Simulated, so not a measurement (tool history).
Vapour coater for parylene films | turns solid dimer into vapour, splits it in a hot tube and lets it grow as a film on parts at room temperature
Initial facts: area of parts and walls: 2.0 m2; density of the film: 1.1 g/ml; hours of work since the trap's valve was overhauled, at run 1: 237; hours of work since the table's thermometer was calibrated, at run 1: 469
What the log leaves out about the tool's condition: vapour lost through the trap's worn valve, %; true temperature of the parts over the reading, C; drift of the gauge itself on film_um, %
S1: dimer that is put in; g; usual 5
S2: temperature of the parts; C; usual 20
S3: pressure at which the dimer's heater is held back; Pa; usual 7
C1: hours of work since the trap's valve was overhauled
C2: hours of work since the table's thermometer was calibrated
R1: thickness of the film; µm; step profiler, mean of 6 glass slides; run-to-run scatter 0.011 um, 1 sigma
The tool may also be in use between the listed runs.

run 1 day=0 | S1=5 S2=20 S3=7 | C1=237 C2=469 | R1=1.15
run 2 day=0.779 | S1=3 S2=20 S3=7 | C1=247 C2=479 | R1=0.71
run 3 day=1.967 | S1=3 S2=20 S3=7 | C1=261 C2=493 | R1=0.67
run 4 day=2.583 | S1=3 S2=20 S3=7 | C1=268 C2=500 | R1=0.68
run 5 day=3.688 | S1=2 S2=20 S3=7 | C1=281 C2=514 | R1=0.46
-- day=4.242 trap's valve overhauled
run 6 day=5.05 | S1=5 S2=20 S3=7 | C1=10 C2=528 | R1=1.24
run 7 day=5.671 | S1=5 S2=20 S3=7 | C1=17 C2=535 | R1=1.23
run 8 day=6.267 | S1=5 S2=20 S3=7 | C1=24 C2=542 | R1=1.25
run 9 day=7.275 | S1=5 S2=20 S3=2.98 | C1=36 C2=554 | R1=1.43
run 10 day=7.792 | S1=5 S2=20 S3=2.98 | C1=42 C2=561 | R1=1.43
run 11 day=8.725 | S1=5 S2=17 S3=2.98 | C1=54 C2=572 | R1=1.62
run 12 day=9.921 | S1=5 S2=17 S3=2.98 | C1=68 C2=586 | R1=1.61
run 13 day=10.858 | S1=5 S2=17 S3=2.98 | C1=79 C2=597 | R1=1.59
run 14 day=11.729 | S1=3 S2=19 S3=2.35 | C1=90 C2=608 | R1=0.91
run 15 day=12.229 | S1=3 S2=19 S3=2.35 | C1=96 C2=614 | R1=0.91
run 16 day=13.425 | S1=8 S2=28 S3=2.4 | C1=110 C2=628 | R1=1.66
run 17 day=14.508 | S1=6 S2=31 S3=2.94 | C1=123 C2=641 | R1=1.04
run 18 day=15.133 | S1=6 S2=31 S3=2.94 | C1=130 C2=648 | R1=1.01
run 19 day=16.1 | S1=3 S2=15 S3=3.64 | C1=142 C2=660 | R1=0.99
run 20 day=16.983 | S1=9 S2=22 S3=3.64 | C1=152 C2=671 | R1=2.17
run 21 day=17.642 | S1=9 S2=22 S3=3.64 | C1=160 C2=678 | R1=2.15
run 22 day=18.812 | S1=7 S2=25 S3=6.45 | C1=174 C2=692 | R1=1.33
run 23 day=19.862 | S1=6 S2=20 S3=7.97 | C1=187 C2=705 | R1=1.36
run 24 day=20.433 | S1=6 S2=20 S3=3.26 | C1=194 C2=712 | R1=1.57

Branching from run 24: 4 alternative next runs. What would each branch give?
run A day=21.308 | S1=4 S2=21 S3=9.73 | C1=204 C2=722 | R1=?
run B day=21.308 | S1=2 S2=26 S3=7.68 | C1=204 C2=722 | R1=?
run C day=21.308 | S1=4 S2=19 S3=5.59 | C1=204 C2=722 | R1=?
run D day=21.308 | S1=5 S2=21 S3=7 | C1=204 C2=722 | R1=?

run=A R1=0.83
run=B R1=0.36
run=C R1=1
run=D R1=1.1
Had the tool no hidden state, the same runs would have come out as:
run=A R1=0.92
run=B R1=0.39
run=C R1=1.11
run=D R1=1.22
